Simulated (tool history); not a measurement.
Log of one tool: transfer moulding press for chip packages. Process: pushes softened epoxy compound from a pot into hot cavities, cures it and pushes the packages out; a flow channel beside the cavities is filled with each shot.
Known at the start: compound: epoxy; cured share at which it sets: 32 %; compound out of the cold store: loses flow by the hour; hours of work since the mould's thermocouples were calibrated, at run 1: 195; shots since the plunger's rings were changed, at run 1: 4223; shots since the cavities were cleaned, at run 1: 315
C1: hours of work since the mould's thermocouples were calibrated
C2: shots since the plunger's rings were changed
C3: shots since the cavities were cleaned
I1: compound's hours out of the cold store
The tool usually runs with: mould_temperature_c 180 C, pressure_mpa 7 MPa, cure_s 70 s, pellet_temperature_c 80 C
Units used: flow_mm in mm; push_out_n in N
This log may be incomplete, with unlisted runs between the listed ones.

{"run": 1, "hour": 0.0, "mould_temperature_c": 180, "pressure_mpa": 7, "cure_s": 70, "pellet_temperature_c": 80, "C1": 195, "C2": 4223, "C3": 315, "I1": 12.5, "flow_mm": 712, "push_out_n": 861}
{"run": 2, "hour": 9.5, "mould_temperature_c": 180, "pressure_mpa": 7, "cure_s": 70, "pellet_temperature_c": 80, "C1": 199, "C2": 4326, "C3": 418, "I1": 39.2, "flow_mm": 666, "push_out_n": 903}
{"hour": 21.0, "done": "cavities cleaned with cleaning compound and waxed"}
{"run": 3, "hour": 21.0, "mould_temperature_c": 180, "pressure_mpa": 7, "cure_s": 70, "pellet_temperature_c": 80, "C1": 203, "C2": 4435, "C3": 0, "I1": 23.4, "flow_mm": 695, "push_out_n": 671}
{"run": 4, "hour": 27.0, "mould_temperature_c": 180, "pressure_mpa": 7, "cure_s": 70, "pellet_temperature_c": 80, "C1": 205, "C2": 4500, "C3": 65, "I1": 14.3, "flow_mm": 713, "push_out_n": 762}
{"run": 5, "hour": 38.9, "mould_temperature_c": 180, "pressure_mpa": 7, "cure_s": 70, "pellet_temperature_c": 80, "C1": 210, "C2": 4630, "C3": 195, "I1": 30.2, "flow_mm": 681, "push_out_n": 808}
{"run": 6, "hour": 45.5, "mould_temperature_c": 180, "pressure_mpa": 7, "cure_s": 70, "pellet_temperature_c": 80, "C1": 213, "C2": 4701, "C3": 266, "I1": 41.2, "flow_mm": 660, "push_out_n": 843}
{"run": 7, "hour": 53.8, "mould_temperature_c": 180, "pressure_mpa": 7, "cure_s": 70, "pellet_temperature_c": 80, "C1": 216, "C2": 4792, "C3": 357, "I1": 20.6, "flow_mm": 696, "push_out_n": 926}
{"run": 8, "hour": 63.3, "mould_temperature_c": 180, "pressure_mpa": 7, "cure_s": 70, "pellet_temperature_c": 80, "C1": 220, "C2": 4895, "C3": 460, "I1": 27.8, "flow_mm": 679, "push_out_n": 951}
{"hour": 71.1, "done": "cavities cleaned with cleaning compound and waxed"}
{"run": 9, "hour": 71.1, "mould_temperature_c": 180, "pressure_mpa": 7, "cure_s": 70, "pellet_temperature_c": 80, "C1": 223, "C2": 4964, "C3": 0, "I1": 18.1, "flow_mm": 695, "push_out_n": 704}
{"hour": 79.6, "done": "plunger's sealing rings changed"}
{"run": 10, "hour": 81.8, "mould_temperature_c": 180, "pressure_mpa": 7, "cure_s": 70, "pellet_temperature_c": 80, "C1": 226, "C2": 24, "C3": 90, "I1": 14.7, "flow_mm": 754, "push_out_n": 791}
{"run": 11, "hour": 94.0, "mould_temperature_c": 180, "pressure_mpa": 7, "cure_s": 70, "pellet_temperature_c": 80, "C1": 231, "C2": 156, "C3": 222, "I1": 21.1, "flow_mm": 736, "push_out_n": 877}
{"hour": 97.1, "done": "mould's thermocouples calibrated"}
{"run": 12, "hour": 103.3, "mould_temperature_c": 180, "pressure_mpa": 7, "cure_s": 70, "pellet_temperature_c": 88, "C1": 3, "C2": 236, "C3": 302, "I1": 18.4, "flow_mm": 742, "push_out_n": 883}
{"run": 13, "hour": 114.4, "mould_temperature_c": 180, "pressure_mpa": 7, "cure_s": 70, "pellet_temperature_c": 88, "C1": 7, "C2": 357, "C3": 423, "I1": 39, "flow_mm": 705, "push_out_n": 911}
{"hour": 119.4, "done": "mould's thermocouples calibrated, once more"}
{"run": 14, "hour": 123.9, "mould_temperature_c": 180, "pressure_mpa": 7, "cure_s": 70, "pellet_temperature_c": 88, "C1": 2, "C2": 439, "C3": 505, "I1": 25.3, "flow_mm": 733, "push_out_n": 939}
{"hour": 127.5, "done": "cavities cleaned with cleaning compound and waxed"}
{"run": 15, "hour": 136.2, "mould_temperature_c": 187, "pressure_mpa": 6.63, "cure_s": 64, "pellet_temperature_c": 71, "C1": 6, "C2": 556, "C3": 94, "I1": 31.6, "flow_mm": 681, "push_out_n": 588}
{"run": 16, "hour": 142.6, "mould_temperature_c": 186, "pressure_mpa": 8.15, "cure_s": 91, "pellet_temperature_c": 85, "C1": 9, "C2": 625, "C3": 163, "I1": 21.2, "flow_mm": 775, "push_out_n": 535}
{"run": 17, "hour": 153.5, "mould_temperature_c": 175, "pressure_mpa": 6.47, "cure_s": 60, "pellet_temperature_c": 80, "C1": 13, "C2": 745, "C3": 283, "I1": 43.2, "flow_mm": 688, "push_out_n": 1669}
{"run": 18, "hour": 161.5, "mould_temperature_c": 185, "pressure_mpa": 7, "cure_s": 70, "pellet_temperature_c": 74, "C1": 17, "C2": 831, "C3": 369, "I1": 29.7, "flow_mm": 706, "push_out_n": 708}
{"run": 19, "hour": 166.9, "mould_temperature_c": 181, "pressure_mpa": 7, "cure_s": 70, "pellet_temperature_c": 80, "C1": 19, "C2": 890, "C3": 428, "I1": 38.3, "flow_mm": 700, "push_out_n": 851}

Run 20 comes next. What will it give?
{"hour": 177.2, "done": "cavities cleaned with cleaning compound and waxed"}
{"run": 20, "hour": 177.7, "mould_temperature_c": 181, "pressure_mpa": 7, "cure_s": 70, "pellet_temperature_c": 80, "C1": 23, "C2": 992, "C3": 5, "I1": 18.5, "flow_mm": "?", "push_out_n": "?"}

flow_mm: 735 mm
push_out_n: 655 N
Had the tool carried no hidden state, the very same run would have given flow_mm 744 mm, push_out_n 637 N.
